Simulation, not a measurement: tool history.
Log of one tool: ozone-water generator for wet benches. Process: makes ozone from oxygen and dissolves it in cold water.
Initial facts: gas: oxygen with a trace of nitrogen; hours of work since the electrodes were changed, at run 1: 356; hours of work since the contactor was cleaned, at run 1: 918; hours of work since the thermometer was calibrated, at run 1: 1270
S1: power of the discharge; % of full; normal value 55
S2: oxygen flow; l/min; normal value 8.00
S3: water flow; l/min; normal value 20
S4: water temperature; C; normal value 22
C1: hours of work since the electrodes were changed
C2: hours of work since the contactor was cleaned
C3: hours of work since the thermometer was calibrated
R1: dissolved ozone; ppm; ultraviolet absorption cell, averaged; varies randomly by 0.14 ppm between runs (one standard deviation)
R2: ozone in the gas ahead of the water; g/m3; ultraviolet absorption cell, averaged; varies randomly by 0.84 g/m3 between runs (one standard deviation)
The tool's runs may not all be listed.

run 1 day=0.000 | S1=55 S2=8.00 S3=20 S4=22 | C1=356 C2=918 C3=1270 | R1=17.1 R2=134.9
run 2 day=2.379 | S1=55 S2=8.00 S3=20 S4=16 | C1=410 C2=972 C3=1324 | R1=18.9 R2=133.8
run 3 day=4.217 | S1=55 S2=8.00 S3=20 S4=22 | C1=451 C2=1014 C3=1366 | R1=17.1 R2=134.3
run 4 day=5.588 | S1=55 S2=8.00 S3=20 S4=22 | C1=482 C2=1045 C3=1396 | R1=16.9 R2=134.0
run 5 day=8.479 | S1=55 S2=8.00 S3=20 S4=22 | C1=548 C2=1110 C3=1462 | R1=16.8 R2=134.7
run 6 day=10.517 | S1=55 S2=8.00 S3=20 S4=22 | C1=594 C2=1156 C3=1508 | R1=17.0 R2=133.9
run 7 day=12.192 | S1=55 S2=8.00 S3=20 S4=22 | C1=631 C2=1194 C3=1546 | R1=16.9 R2=132.8
run 8 day=13.396 | S1=55 S2=8.00 S3=20 S4=22 | C1=659 C2=1221 C3=1573 | R1=16.7 R2=131.9
run 9 day=16.117 | S1=55 S2=8.00 S3=20 S4=22 | C1=720 C2=1282 C3=1634 | R1=16.8 R2=131.9
run 10 day=18.083 | S1=55 S2=8.00 S3=20 S4=22 | C1=764 C2=1327 C3=1679 | R1=16.4 R2=132.8
run 11 day=20.725 | S1=55 S2=8.00 S3=20 S4=22 | C1=824 C2=1386 C3=1738 | R1=16.6 R2=133.9
run 12 day=22.046 | S1=55 S2=8.00 S3=20 S4=22 | C1=854 C2=1416 C3=1768 | R1=16.5 R2=133.8
run 13 day=23.867 | S1=55 S2=8.00 S3=20 S4=22 | C1=895 C2=1457 C3=1809 | R1=16.9 R2=132.6
run 14 day=25.179 | S1=55 S2=9.50 S3=20 S4=22 | C1=925 C2=1487 C3=1839 | R1=16.4 R2=122.8
run 15 day=26.571 | S1=55 S2=9.50 S3=20 S4=22 | C1=956 C2=1518 C3=1870 | R1=16.6 R2=122.3
run 16 day=29.475 | S1=55 S2=9.50 S3=20 S4=22 | C1=1022 C2=1584 C3=1936 | R1=16.2 R2=123.1
run 17 day=32.229 | S1=55 S2=8.00 S3=20 S4=22 | C1=1084 C2=1646 C3=1998 | R1=16.3 R2=132.6
run 18 day=33.500 | S1=55 S2=8.00 S3=20 S4=22 | C1=1112 C2=1675 C3=2027 | R1=16.1 R2=132.5
run 19 day=35.079 | S1=55 S2=8.00 S3=30 S4=22 | C1=1148 C2=1710 C3=2062 | R1=12.0 R2=132.2
run 20 day=37.925 | S1=55 S2=8.00 S3=30 S4=22 | C1=1212 C2=1774 C3=2126 | R1=11.8 R2=132.4
run 21 day=40.133 | S1=55 S2=8.00 S3=30 S4=22 | C1=1262 C2=1824 C3=2176 | R1=11.6 R2=131.0
run 22 day=41.950 | S1=55 S2=6.55 S3=20 S4=19 | C1=1303 C2=1865 C3=2217 | R1=17.0 R2=142.7
run 23 day=43.642 | S1=80 S2=8.00 S3=26 S4=19 | C1=1341 C2=1904 C3=2255 | R1=18.1 R2=171.1
run 24 day=45.171 | S1=52 S2=13.99 S3=20 S4=22 | C1=1376 C2=1938 C3=2290 | R1=14.8 R2=99.1
run 25 day=46.654 | S1=52 S2=13.99 S3=20 S4=22 | C1=1409 C2=1971 C3=2323 | R1=15.0 R2=98.5
run 26 day=48.146 | S1=86 S2=4.29 S3=20 S4=17 | C1=1443 C2=2005 C3=2357 | R1=23.1 R2=235.5
run 27 day=50.900 | S1=86 S2=4.29 S3=22 S4=17 | C1=1505 C2=2067 C3=2419 | R1=20.7 R2=234.1
run 28 day=53.500 | S1=86 S2=4.29 S3=22 S4=17 | C1=1564 C2=2126 C3=2478 | R1=20.9 R2=234.2
run 29 day=55.979 | S1=86 S2=4.29 S3=22 S4=17 | C1=1620 C2=2182 C3=2534 | R1=20.8 R2=234.2
run 30 day=57.362 | S1=65 S2=8.00 S3=15 S4=18 | C1=1651 C2=2213 C3=2565 | R1=23.7 R2=144.6
run 31 day=60.004 | S1=55 S2=4.10 S3=20 S4=22 | C1=1711 C2=2273 C3=2625 | R1=15.2 R2=172.3
run 32 day=62.375 | S1=55 S2=4.10 S3=20 S4=22 | C1=1764 C2=2326 C3=2678 | R1=15.3 R2=173.9
run 33 day=63.688 | S1=45 S2=8.00 S3=20 S4=22 | C1=1794 C2=2356 C3=2708 | R1=13.7 R2=113.2
run 34 day=65.488 | S1=45 S2=8.00 S3=20 S4=22 | C1=1834 C2=2397 C3=2748 | R1=13.9 R2=112.7

Results for each run, recomputed without the tool's hidden state and with each run's random variation untouched:
The tool's hidden condition here consists of: yield of the discharge, % of new electrodes'; contactor's efficiency, % of a clean one's; true water temperature over the reading, C; drift of the gauge itself on ozone_ppm, %; drift of the gauge itself on gas_g_m3, %.
run=1 R1=17.5 R2=135.9
run=2 R1=19.4 R2=134.9
run=3 R1=17.6 R2=135.6
run=4 R1=17.4 R2=135.4
run=5 R1=17.3 R2=136.4
run=6 R1=17.6 R2=135.8
run=7 R1=17.5 R2=134.7
run=8 R1=17.3 R2=133.9
run=9 R1=17.5 R2=134.1
run=10 R1=17.1 R2=135.2
run=11 R1=17.4 R2=136.6
run=12 R1=17.2 R2=136.6
run=13 R1=17.7 R2=135.5
run=14 R1=17.2 R2=125.5
run=15 R1=17.4 R2=125.2
run=16 R1=17.0 R2=126.2
run=17 R1=17.2 R2=136.2
run=18 R1=17.1 R2=136.2
run=19 R1=12.8 R2=136.0
run=20 R1=12.6 R2=136.4
run=21 R1=12.4 R2=135.1
run=22 R1=18.1 R2=147.4
run=23 R1=19.6 R2=179.0
run=24 R1=15.8 R2=102.4
run=25 R1=16.1 R2=101.9
run=26 R1=25.1 R2=247.9
run=27 R1=22.7 R2=247.0
run=28 R1=22.9 R2=247.6
run=29 R1=22.8 R2=248.1
run=30 R1=25.7 R2=151.8
run=31 R1=16.5 R2=180.0
run=32 R1=16.7 R2=181.9
run=33 R1=14.8 R2=117.5
run=34 R1=15.1 R2=117.1
